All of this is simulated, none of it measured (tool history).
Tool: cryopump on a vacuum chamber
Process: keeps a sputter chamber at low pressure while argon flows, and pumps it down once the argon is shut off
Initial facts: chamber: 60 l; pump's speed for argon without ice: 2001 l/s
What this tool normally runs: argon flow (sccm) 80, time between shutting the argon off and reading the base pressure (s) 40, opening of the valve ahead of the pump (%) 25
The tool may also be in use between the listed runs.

run   hour  argon flow (sccm)  time between shutting the argon off and reading the base pressure (s)  opening of the valve ahead of the pump (%)  pressure while argon flows (Pa)  pressure after the wait (uPa)
  1      0                 80                                                                     40                                          25                           0.2767                           1.23
  2   17.2                 80                                                                     40                                          25                           0.2774                           1.23
  3   30.6                 80                                                                     40                                          25                            0.278                           1.24
  4   44.2                 80                                                                     95                                          25                           0.2782                           0.77
  5   61.3                 80                                                                     95                                          25                           0.2776                           0.83
  6   80.4                 80                                                                     95                                          25                           0.2775                           0.78
  7   97.7                 80                                                                     95                                          25                           0.2787                           0.78
  8  106.3                 80                                                                     40                                          25                           0.2794                           1.25
  9  116.1                 80                                                                     27                                          25                           0.2785                           1.73
 10  124.9                 64                                                                     27                                          25                           0.2226                           1.71
 11  140.4                 64                                                                     27                                          15                            0.367                           1.68
 12    161                 64                                                                     27                                          15                           0.3678                           1.64
 13  181.5                 64                                                                     27                                          15                           0.3684                           1.67
 14  201.1                 80                                                                     55                                          25                             0.28                           1.04
 15  221.1                 80                                                                     55                                          25                           0.2808                           1.06
 16    240                 80                                                                     55                                          25                           0.2807                           1.07
 17  254.7                 80                                                                     55                                          25                           0.2814                           1.03
 18  272.3                 80                                                                    204                                          29                           0.2436                           0.64
 19  282.8                 37                                                                    204                                          53                           0.0641                           0.69
 20  301.9                 47                                                                     75                                          31                           0.1347                           0.95
     325.3  -- pump warmed up, emptied and cooled again
 21  325.3                 47                                                                     75                                          31                           0.1289                            0.9
 22  339.4                 41                                                                    191                                          38                           0.0906                           0.57
 23  354.2                 41                                                                    191                                          38                            0.092                           0.62
 24  364.3                 41                                                                    191                                          38                           0.0912                           0.59
 25  383.7                142                                                                     34                                          45                           0.2685                           1.47
 26  393.6                 58                                                                     34                                          27                           0.1822                           1.49
 27  408.5                133                                                                     40                                          18                           0.6255                           1.28
 28  419.1                133                                                                     40                                          18                           0.6265                           1.31
 29    432                 91                                                                     63                                          25                           0.3098                           1.02
 30  452.2                 91                                                                     63                                          25                           0.3082                           0.97
 31  471.7                121                                                                     40                                          28                           0.3685                           1.33
 32  481.2                121                                                                     40                                          28                           0.3705                           1.32
 33  499.9                146                                                                     40                                          24                            0.519                           1.34

Branching from run 33: 3 alternative next runs. What would each branch give?
  A  508.5                 80                                                                     40                                          31                                ?                              ?
  B  508.5                 51                                                                     40                                          25                                ?                              ?
  C  508.5                 65                                                                     40                                          44                                ?                              ?

run  pressure while argon flows (Pa)  pressure after the wait (uPa)
  A                           0.2214                           1.28
  B                           0.1742                           1.34
  C                           0.1276                            1.3
Had the tool no hidden state, the same runs would have come out as:
run  pressure while argon flows (Pa)  pressure after the wait (uPa)
  A                           0.2184                           0.96
  B                           0.1724                           1.01
  C                           0.1252                           0.97
